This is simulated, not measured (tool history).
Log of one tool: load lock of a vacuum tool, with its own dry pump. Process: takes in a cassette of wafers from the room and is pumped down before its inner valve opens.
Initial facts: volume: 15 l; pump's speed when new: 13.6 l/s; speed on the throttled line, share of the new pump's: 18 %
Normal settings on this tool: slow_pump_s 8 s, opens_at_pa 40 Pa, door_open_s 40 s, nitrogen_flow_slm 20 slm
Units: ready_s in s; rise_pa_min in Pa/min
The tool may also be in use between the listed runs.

| run | day | slow_pump_s | opens_at_pa | door_open_s | nitrogen_flow_slm | incoming humidity of the room's air, % | ready_s | rise_pa_min |
|---|---|---|---|---|---|---|---|---|
| 1 | 0.000 | 8 | 40 | 40 | 20 | 45.4 | 16.5 | 0.109 |
| 2 | 9.179 | 8 | 40 | 185 | 20 | 48.1 | 16.7 | 0.140 |
| 3 | 15.217 | 8 | 40 | 40 | 20 | 45.1 | 16.5 | 0.113 |
| 4 | 23.704 | 8 | 40 | 40 | 20 | 46.4 | 16.5 | 0.123 |
| 5 | 30.725 | 11 | 40 | 40 | 20 | 42.9 | 19.3 | 0.123 |
| 6 | 35.829 | 11 | 40 | 40 | 20 | 43.9 | 19.2 | 0.125 |
| 7 | 41.700 | 11 | 40 | 40 | 20 | 44.7 | 19.4 | 0.121 |
| 8 | 48.242 | 11 | 40 | 40 | 20 | 44.4 | 18.9 | 0.130 |
| 9 | 57.517 | 11 | 40 | 40 | 5 | 43.0 | 19.4 | 0.154 |
| 10 | 66.300 | 5 | 40 | 40 | 5 | 45.9 | 14.3 | 0.164 |
| 11 | 73.625 | 5 | 40 | 40 | 5 | 44.2 | 14.6 | 0.166 |
| 12 | 81.912 | 8 | 40 | 166 | 20 | 46.3 | 16.9 | 0.167 |
| 13 | 87.612 | 14 | 45 | 40 | 20 | 47.3 | 21.4 | 0.140 |
| 14 | 95.946 | 14 | 35 | 38 | 23 | 43.7 | 21.7 | 0.152 |
| 15 | 104.442 | 12 | 60 | 182 | 23 | 46.5 | 19.4 | 0.174 |
| 16 | 109.221 | 12 | 60 | 182 | 23 | 45.1 | 19.7 | 0.168 |

Forecast each of these 5 alternatives for the next run:
| A | 113.679 | 10 | 60 | 40 | 23 | 46.0 | ? | ? |
| B | 113.679 | 8 | 49 | 29 | 4 | 44.5 | ? | ? |
| C | 113.679 | 13 | 40 | 40 | 20 | 49.7 | ? | ? |
| D | 113.679 | 5 | 60 | 37 | 28 | 44.4 | ? | ? |
| E | 113.679 | 12 | 40 | 140 | 20 | 44.1 | ? | ? |

| run | ready_s | rise_pa_min |
|---|---|---|
| A | 17.9 | 0.153 |
| B | 16.6 | 0.178 |
| C | 21.1 | 0.160 |
| D | 14.2 | 0.146 |
| E | 20.2 | 0.178 |
Take away the tool's hidden state, keep each run's random variation, and the runs would have read:
| run | ready_s | rise_pa_min |
|---|---|---|
| A | 16.3 | 0.029 |
| B | 14.9 | 0.055 |
| C | 19.5 | 0.037 |
| D | 12.4 | 0.023 |
| E | 18.7 | 0.055 |
